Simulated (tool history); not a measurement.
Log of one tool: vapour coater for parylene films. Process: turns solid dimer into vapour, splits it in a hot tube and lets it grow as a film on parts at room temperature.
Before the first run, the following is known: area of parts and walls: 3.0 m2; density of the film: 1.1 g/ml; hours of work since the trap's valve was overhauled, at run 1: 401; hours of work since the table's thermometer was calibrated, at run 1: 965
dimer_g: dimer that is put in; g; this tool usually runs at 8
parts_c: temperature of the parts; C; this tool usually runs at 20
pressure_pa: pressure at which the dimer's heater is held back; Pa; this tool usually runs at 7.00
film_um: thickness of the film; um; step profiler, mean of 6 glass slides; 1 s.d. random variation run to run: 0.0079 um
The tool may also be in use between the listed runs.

run    hour  dimer_g  parts_c  pressure_pa  hours of work since the trap's valve was overhauled  hours of work since the table's thermometer was calibrated  film_um
  1     0.0        8       20         7.00                                                  401                                                         965    1.059
        7.4  -- trap's valve overhauled
  2    63.5        8       20         7.00                                                   43                                                        1010    1.115
  3   105.3        8       20         7.00                                                   75                                                        1042    1.108
  4   151.3        8       20         7.00                                                  110                                                        1077    1.091
  5   191.4        8       20         7.00                                                  140                                                        1108    1.090
  6   239.7        8       20         7.00                                                  177                                                        1145    1.090
  7   308.4        6       20         7.00                                                  229                                                        1197    0.790
  8   372.5        6       20         7.00                                                  278                                                        1246    0.802
  9   416.6        8       20         7.00                                                  312                                                        1279    1.059
 10   480.7        8       20         7.00                                                  361                                                        1328    1.056
 11   520.7        8       12         7.00                                                  391                                                        1359    1.315
      541.5  -- trap's valve overhauled
 12   593.6        8       12         7.00                                                   40                                                        1411    1.414
 13   638.4        7       20         7.00                                                   74                                                        1445    0.941
 14   694.3        7       20         7.00                                                  117                                                        1488    0.948
 15   756.1        7       20         7.00                                                  164                                                        1535    0.962
 16   809.9       13       20         7.00                                                  205                                                        1576    1.742
 17   856.0        8       20         7.00                                                  240                                                        1611    1.062
 18   901.3        8       20         2.18                                                  274                                                        1646    1.207
 19   957.8        8       20         2.18                                                  317                                                        1689    1.185
 20  1000.5        8       20         2.18                                                  350                                                        1722    1.200
 21  1032.2        8       17         3.62                                                  374                                                        1746    1.226
     1075.6  -- trap's valve overhauled
 22  1086.1        8       17         3.62                                                    8                                                        1784    1.320
 23  1130.6        4       26         2.92                                                   42                                                        1818    0.525
 24  1171.3        6       20         2.92                                                   73                                                        1849    0.908
 25  1226.6        6       31         7.97                                                  115                                                        1891    0.572
 26  1264.5       10       28         9.23                                                  144                                                        1920    1.018
 27  1295.5        9       17         2.18                                                  168                                                        1943    1.520
     1365.0  -- table's thermometer calibrated
 28  1365.3       10       28         4.84                                                  220                                                           0    1.130
 29  1411.0       13       19         5.72                                                  255                                                          35    1.880
 30  1461.3       13       19         5.72                                                  293                                                          73    1.856
 31  1513.3       13       19         5.72                                                  333                                                         113    1.853
 32  1567.4        4       24         2.33                                                  374                                                         154    0.532
     1607.5  -- trap's valve overhauled
 33  1626.1        3       29         7.00                                                   14                                                         196    0.319
 34  1677.3        8       23         2.09                                                   53                                                         235    1.195
 35  1711.9       13       23         7.00                                                   80                                                         261    1.660
 36  1771.4       13       23         7.00                                                  125                                                         307    1.658
 37  1817.0       13       17        10.15                                                  160                                                         342    1.882
 38  1867.8        7       17        10.15                                                  198                                                         380    0.997
 39  1904.3        7       17         6.68                                                  226                                                         408    1.049
 40  1962.5        8       14         3.55                                                  271                                                         453    1.400

The same runs without the tool's hidden state, with the same run-to-run variation:
Hidden state present: vapour lost through the trap's worn valve, %; true temperature of the parts over the reading, C; drift of the gauge itself on film_um, %.
run  film_um
  1    1.165
  2    1.153
  3    1.153
  4    1.144
  5    1.150
  6    1.159
  7    0.850
  8    0.871
  9    1.159
 10    1.167
 11    1.464
 12    1.472
 13    0.988
 14    1.003
 15    1.027
 16    1.878
 17    1.153
 18    1.321
 19    1.309
 20    1.334
 21    1.373
 22    1.379
 23    0.552
 24    0.962
 25    0.612
 26    1.096
 27    1.645
 28    1.181
 29    1.983
 30    1.973
 31    1.985
 32    0.576
 33    0.322
 34    1.216
 35    1.700
 36    1.714
 37    1.961
 38    1.048
 39    1.109
 40    1.494
